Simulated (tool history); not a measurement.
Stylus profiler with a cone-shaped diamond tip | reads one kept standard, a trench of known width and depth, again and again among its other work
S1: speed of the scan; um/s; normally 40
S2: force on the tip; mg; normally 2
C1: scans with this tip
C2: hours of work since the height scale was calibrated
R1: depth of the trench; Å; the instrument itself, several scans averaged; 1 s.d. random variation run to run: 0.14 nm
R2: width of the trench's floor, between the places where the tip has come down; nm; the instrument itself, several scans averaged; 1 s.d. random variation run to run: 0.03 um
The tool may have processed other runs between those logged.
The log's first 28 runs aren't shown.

| run | hour | S1 | S2 | C1 | C2 | R1 | R2 |
|---|---|---|---|---|---|---|---|
| 29 | 994.3 | 45 | 0.68 | 19042 | 1629 | 5043.9 | 13820 |
| 30 | 1025.8 | 17 | 1.65 | 19283 | 1650 | 5060.4 | 13870 |
| 31 | 1045.1 | 153 | 5.55 | 19432 | 1663 | 5119.2 | 13680 |
| 32 | 1090.3 | 29 | 1.28 | 19777 | 1692 | 5055.4 | 13810 |
|  | 1112.6 | height scale calibrated on a step standard |
| 33 | 1124.5 | 29 | 1.28 | 20035 | 8 | 5035.8 | 13780 |
| 34 | 1169 | 37 | 1.1 | 20376 | 37 | 5032 | 13750 |
| 35 | 1207.8 | 37 | 1.96 | 20673 | 62 | 5048.5 | 13790 |
| 36 | 1252.6 | 37 | 1.96 | 21016 | 92 | 5046.3 | 13750 |
| 37 | 1287.5 | 37 | 1.96 | 21284 | 115 | 5048.5 | 13700 |
| 38 | 1322.6 | 81 | 2.2 | 21552 | 138 | 5049.6 | 13570 |
| 39 | 1355.7 | 81 | 2.2 | 21805 | 159 | 5052 | 13540 |

Forecast run 40:
| 40 | 1402.3 | 81 | 2.2 | 22162 | 190 | ? | ? |

R1: 5053.5 Å
R2: 13510 nm
On a tool with no hidden condition, and with the same random variation, this run would have come out at R1 5053 Å, R2 15420 nm.
